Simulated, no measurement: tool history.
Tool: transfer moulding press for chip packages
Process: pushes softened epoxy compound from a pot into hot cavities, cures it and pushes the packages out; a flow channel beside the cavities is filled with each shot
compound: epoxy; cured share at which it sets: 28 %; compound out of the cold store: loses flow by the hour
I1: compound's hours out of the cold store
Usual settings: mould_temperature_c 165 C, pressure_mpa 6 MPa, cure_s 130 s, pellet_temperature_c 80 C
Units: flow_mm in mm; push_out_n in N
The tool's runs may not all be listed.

run 1 hour=0 | mould_temperature_c=165 pressure_mpa=6 cure_s=130 pellet_temperature_c=80 | I1=37.8 | flow_mm=479 push_out_n=281
run 2 hour=22.1 | mould_temperature_c=165 pressure_mpa=6 cure_s=130 pellet_temperature_c=80 | I1=40.3 | flow_mm=470 push_out_n=341
run 3 hour=45.7 | mould_temperature_c=165 pressure_mpa=6 cure_s=130 pellet_temperature_c=80 | I1=26 | flow_mm=521 push_out_n=402
-- hour=63 cavities cleaned with cleaning compound and waxed
run 4 hour=74.6 | mould_temperature_c=165 pressure_mpa=6 cure_s=130 pellet_temperature_c=80 | I1=34.2 | flow_mm=491 push_out_n=313
run 5 hour=100.5 | mould_temperature_c=165 pressure_mpa=6 cure_s=130 pellet_temperature_c=80 | I1=11.2 | flow_mm=577 push_out_n=403
-- hour=111.8 mould's thermocouples calibrated
-- hour=127 cavities cleaned with cleaning compound and waxed
run 6 hour=133.3 | mould_temperature_c=165 pressure_mpa=6 cure_s=130 pellet_temperature_c=80 | I1=45.3 | flow_mm=451 push_out_n=298
run 7 hour=168.6 | mould_temperature_c=165 pressure_mpa=6 cure_s=130 pellet_temperature_c=80 | I1=41.1 | flow_mm=464 push_out_n=381
-- hour=190 cavities cleaned with cleaning compound and waxed
run 8 hour=193.8 | mould_temperature_c=165 pressure_mpa=6 cure_s=130 pellet_temperature_c=79 | I1=27.8 | flow_mm=513 push_out_n=304
run 9 hour=222 | mould_temperature_c=165 pressure_mpa=6 cure_s=130 pellet_temperature_c=77 | I1=16 | flow_mm=551 push_out_n=380
-- hour=253.9 cavities cleaned with cleaning compound and waxed
run 10 hour=255.4 | mould_temperature_c=165 pressure_mpa=6 cure_s=130 pellet_temperature_c=80 | I1=40.4 | flow_mm=464 push_out_n=274
run 11 hour=282.4 | mould_temperature_c=165 pressure_mpa=6 cure_s=130 pellet_temperature_c=80 | I1=30.7 | flow_mm=497 push_out_n=353
-- hour=316.5 cavities cleaned with cleaning compound and waxed
run 12 hour=319.1 | mould_temperature_c=165 pressure_mpa=6 cure_s=142 pellet_temperature_c=80 | I1=32.5 | flow_mm=487 push_out_n=275
run 13 hour=341 | mould_temperature_c=165 pressure_mpa=6 cure_s=163 pellet_temperature_c=80 | I1=26.6 | flow_mm=509 push_out_n=339
run 14 hour=369.7 | mould_temperature_c=173 pressure_mpa=4.68 cure_s=144 pellet_temperature_c=85 | I1=23 | flow_mm=451 push_out_n=386
-- hour=378.9 cavities cleaned with cleaning compound and waxed
-- hour=391 plunger's sealing rings changed
run 15 hour=404.5 | mould_temperature_c=173 pressure_mpa=6 cure_s=130 pellet_temperature_c=85 | I1=37.6 | flow_mm=482 push_out_n=334
run 16 hour=439.1 | mould_temperature_c=167 pressure_mpa=6.95 cure_s=130 pellet_temperature_c=83 | I1=9.8 | flow_mm=637 push_out_n=408
-- hour=443.1 cavities cleaned with cleaning compound and waxed
run 17 hour=458.8 | mould_temperature_c=161 pressure_mpa=6.12 cure_s=123 pellet_temperature_c=80 | I1=20.9 | flow_mm=561 push_out_n=393
run 18 hour=477.8 | mould_temperature_c=165 pressure_mpa=5.62 cure_s=121 pellet_temperature_c=80 | I1=35.1 | flow_mm=478 push_out_n=391
-- hour=505.5 cavities cleaned with cleaning compound and waxed
run 19 hour=515.2 | mould_temperature_c=171 pressure_mpa=6.33 cure_s=130 pellet_temperature_c=88 | I1=44.7 | flow_mm=466 push_out_n=293
run 20 hour=536.7 | mould_temperature_c=165 pressure_mpa=5.3 cure_s=126 pellet_temperature_c=84 | I1=38.8 | flow_mm=452 push_out_n=372
-- hour=569 cavities cleaned with cleaning compound and waxed
run 21 hour=575.3 | mould_temperature_c=157 pressure_mpa=6 cure_s=130 pellet_temperature_c=71 | I1=13.6 | flow_mm=584 push_out_n=425
run 22 hour=590.9 | mould_temperature_c=165 pressure_mpa=6 cure_s=130 pellet_temperature_c=80 | I1=19.2 | flow_mm=551 push_out_n=353
-- hour=610.5 mould's thermocouples calibrated
run 23 hour=620.4 | mould_temperature_c=166 pressure_mpa=5.73 cure_s=130 pellet_temperature_c=80 | I1=35.9 | flow_mm=476 push_out_n=388
-- hour=634.6 cavities cleaned with cleaning compound and waxed
run 24 hour=648 | mould_temperature_c=159 pressure_mpa=4.52 cure_s=130 pellet_temperature_c=72 | I1=31.9 | flow_mm=441 push_out_n=420
run 25 hour=676 | mould_temperature_c=159 pressure_mpa=5.73 cure_s=157 pellet_temperature_c=72 | I1=36.7 | flow_mm=480 push_out_n=400

Forecast each of these 3 alternatives for the next run:
-- hour=696.3 cavities cleaned with cleaning compound and waxed
run A hour=696.3 | mould_temperature_c=165 pressure_mpa=6 cure_s=168 pellet_temperature_c=79 | I1=16.4 | flow_mm=? push_out_n=?
-- hour=696.3 cavities cleaned with cleaning compound and waxed
run B hour=696.3 | mould_temperature_c=159 pressure_mpa=6.5 cure_s=146 pellet_temperature_c=72 | I1=33.9 | flow_mm=? push_out_n=?
-- hour=696.3 cavities cleaned with cleaning compound and waxed
run C hour=696.3 | mould_temperature_c=172 pressure_mpa=5.94 cure_s=136 pellet_temperature_c=80 | I1=38.9 | flow_mm=? push_out_n=?

run=A flow_mm=559 push_out_n=260
run=B flow_mm=519 push_out_n=298
run=C flow_mm=464 push_out_n=257
Without the tool's hidden state the same runs would have given:
run=A flow_mm=571 push_out_n=255
run=B flow_mm=530 push_out_n=293
run=C flow_mm=474 push_out_n=252
